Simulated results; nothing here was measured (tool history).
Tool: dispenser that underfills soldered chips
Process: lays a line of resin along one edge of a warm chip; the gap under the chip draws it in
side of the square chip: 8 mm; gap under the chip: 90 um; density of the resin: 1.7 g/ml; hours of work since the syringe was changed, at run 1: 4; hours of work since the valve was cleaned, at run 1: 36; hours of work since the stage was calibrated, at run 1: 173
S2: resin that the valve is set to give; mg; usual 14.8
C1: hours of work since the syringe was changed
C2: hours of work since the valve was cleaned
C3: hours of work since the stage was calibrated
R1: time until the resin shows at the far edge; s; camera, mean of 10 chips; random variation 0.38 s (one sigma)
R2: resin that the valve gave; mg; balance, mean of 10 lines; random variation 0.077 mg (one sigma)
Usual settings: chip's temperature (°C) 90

run 1 day=0 | chip's_temperature_(°C)=90 S2=14.8 | C1=4 C2=36 C3=173 | R1=27.3 R2=14.64
-- day=0.075 new syringe of resin
run 2 day=0.254 | chip's_temperature_(°C)=98 S2=14.8 | C1=3 C2=40 C3=178 | R1=19.7 R2=14.6
-- day=0.383 new syringe of resin
run 3 day=0.554 | chip's_temperature_(°C)=98 S2=18.2 | C1=3 C2=45 C3=183 | R1=19.1 R2=17.76
-- day=0.692 new syringe of resin
run 4 day=0.85 | chip's_temperature_(°C)=90 S2=12.7 | C1=3 C2=50 C3=188 | R1=28.7 R2=12.44
-- day=0.979 new syringe of resin
run 5 day=1.108 | chip's_temperature_(°C)=79 S2=12.7 | C1=2 C2=55 C3=193 | R1=46.7 R2=12.41
-- day=1.292 new syringe of resin
run 6 day=1.408 | chip's_temperature_(°C)=79 S2=12.7 | C1=2 C2=60 C3=198 | R1=46.9 R2=12.33
-- day=1.588 new syringe of resin
run 7 day=1.708 | chip's_temperature_(°C)=90 S2=12.8 | C1=2 C2=66 C3=203 | R1=26.9 R2=12.43
-- day=1.883 new syringe of resin
run 8 day=1.979 | chip's_temperature_(°C)=102 S2=14.8 | C1=2 C2=70 C3=208 | R1=16.4 R2=14.35
-- day=2.179 new syringe of resin
run 9 day=2.254 | chip's_temperature_(°C)=102 S2=14.8 | C1=1 C2=75 C3=213 | R1=14.3 R2=14.4
run 10 day=2.404 | chip's_temperature_(°C)=102 S2=14.5 | C1=4 C2=78 C3=216 | R1=17.1 R2=14.03
-- day=2.475 new syringe of resin
run 11 day=2.742 | chip's_temperature_(°C)=96 S2=14.5 | C1=5 C2=84 C3=222 | R1=23.8 R2=13.89
-- day=2.775 new syringe of resin
run 12 day=3.025 | chip's_temperature_(°C)=96 S2=14.5 | C1=5 C2=89 C3=227 | R1=22.8 R2=13.9
-- day=3.067 new syringe of resin
-- day=3.225 dispensing valve cleaned and set on the balance
run 13 day=3.25 | chip's_temperature_(°C)=84 S2=17.6 | C1=3 C2=0 C3=230 | R1=34.9 R2=17.58
-- day=3.404 new syringe of resin
run 14 day=3.471 | chip's_temperature_(°C)=97 S2=13.9 | C1=1 C2=4 C3=234 | R1=18.2 R2=13.77
run 15 day=3.617 | chip's_temperature_(°C)=88 S2=16.6 | C1=4 C2=7 C3=236 | R1=30 R2=16.43
-- day=3.704 new syringe of resin
run 16 day=3.892 | chip's_temperature_(°C)=86 S2=18.1 | C1=3 C2=12 C3=241 | R1=32.7 R2=17.95
-- day=4.004 new syringe of resin
run 17 day=4.133 | chip's_temperature_(°C)=86 S2=18.1 | C1=2 C2=16 C3=245 | R1=30.7 R2=17.87
-- day=4.3 new syringe of resin
run 18 day=4.333 | chip's_temperature_(°C)=86 S2=16.4 | C1=1 C2=19 C3=249 | R1=29.2 R2=16.18
run 19 day=4.496 | chip's_temperature_(°C)=96 S2=16.2 | C1=4 C2=22 C3=252 | R1=21.2 R2=15.99
-- day=4.596 new syringe of resin
run 20 day=4.667 | chip's_temperature_(°C)=96 S2=16.2 | C1=1 C2=25 C3=255 | R1=19.7 R2=16.02
run 21 day=4.842 | chip's_temperature_(°C)=96 S2=16.2 | C1=5 C2=29 C3=258 | R1=22.4 R2=16
-- day=4.883 new syringe of resin
run 22 day=5.154 | chip's_temperature_(°C)=91 S2=15.5 | C1=5 C2=34 C3=263 | R1=27.5 R2=15.24
-- day=5.188 new syringe of resin
run 23 day=5.362 | chip's_temperature_(°C)=98 S2=15.5 | C1=3 C2=38 C3=267 | R1=20.1 R2=15.21
-- day=5.483 new syringe of resin
run 24 day=5.612 | chip's_temperature_(°C)=86 S2=18 | C1=2 C2=42 C3=271 | R1=31.3 R2=17.67

Forecast each of these 4 alternatives for the next run:
-- day=5.788 new syringe of resin
run A day=5.8 | chip's_temperature_(°C)=76 S2=15.5 | C1=0 C2=45 C3=275 | R1=? R2=?
-- day=5.788 new syringe of resin
run B day=5.8 | chip's_temperature_(°C)=95 S2=15.3 | C1=0 C2=45 C3=275 | R1=? R2=?
-- day=5.788 new syringe of resin
run C day=5.8 | chip's_temperature_(°C)=86 S2=13.8 | C1=0 C2=45 C3=275 | R1=? R2=?
-- day=5.788 new syringe of resin
run D day=5.8 | chip's_temperature_(°C)=75 S2=15.8 | C1=0 C2=45 C3=275 | R1=? R2=?

run=A R1=47.2 R2=15.14
run=B R1=19.5 R2=14.86
run=C R1=29.9 R2=13.41
run=D R1=49.8 R2=15.51
Without the tool's hidden state the same runs would have given:
run=A R1=45.2 R2=15.52
run=B R1=18.7 R2=15.23
run=C R1=28.7 R2=13.75
run=D R1=47.8 R2=15.9
